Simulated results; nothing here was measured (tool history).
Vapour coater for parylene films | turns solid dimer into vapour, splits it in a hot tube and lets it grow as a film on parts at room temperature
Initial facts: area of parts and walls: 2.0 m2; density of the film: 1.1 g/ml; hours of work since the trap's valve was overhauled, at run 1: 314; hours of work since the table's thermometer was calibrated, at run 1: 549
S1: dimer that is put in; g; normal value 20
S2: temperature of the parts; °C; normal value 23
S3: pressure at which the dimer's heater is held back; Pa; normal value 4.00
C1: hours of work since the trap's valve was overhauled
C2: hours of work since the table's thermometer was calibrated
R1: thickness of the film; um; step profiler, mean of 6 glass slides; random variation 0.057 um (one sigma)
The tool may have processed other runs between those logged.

run	day	S1	S2	S3	C1	C2	R1
1	0.000	20	23	4.00	314	549	5.99
2	1.608	20	23	4.00	336	571	5.83
# day 3.054: trap's valve overhauled
3	3.521	12	23	4.00	6	595	3.37
4	4.912	12	23	4.00	25	614	3.45
5	5.971	20	23	2.88	40	629	5.92
6	7.304	20	16	4.00	58	647	6.69
7	8.596	10	23	4.00	76	664	2.75
8	10.183	10	23	4.00	97	686	2.78
# day 10.538: trap's valve overhauled, once more
9	11.204	8	23	4.00	9	698	2.71
10	12.512	20	17	4.00	27	715	7.69
11	14.188	20	17	4.00	50	738	7.65
12	14.967	12	23	4.00	60	749	3.99
13	16.400	12	23	4.00	80	768	3.95
14	17.946	11	31	4.00	101	789	2.92
15	19.000	11	31	4.00	115	804	2.97
16	19.838	11	31	4.00	127	815	2.93
17	21.583	11	31	4.00	150	839	2.89
18	23.154	9	23	4.00	172	860	2.85
19	24.017	20	23	2.36	184	872	6.99
20	25.721	20	23	2.36	207	895	6.93
21	27.008	10	35	2.77	224	913	2.56
22	28.733	10	16	9.23	248	936	3.13
23	30.150	23	16	3.25	267	956	8.64
24	31.229	18	22	3.25	282	970	5.87
25	33.058	31	20	3.25	307	995	10.30
26	34.033	10	32	8.08	320	1009	2.13

Branching from run 26: 4 alternative next runs. What would each branch give?
A	35.804	13	23	2.53	344	1033	?
B	35.804	12	32	5.02	344	1033	?
C	35.804	15	20	8.08	344	1033	?
D	35.804	20	23	6.17	344	1033	?

run	R1
A	4.26
B	2.76
C	4.21
D	5.48
What these runs would have given with no unlogged condition in the tool:
run	R1
A	4.78
B	3.09
C	4.72
D	6.14
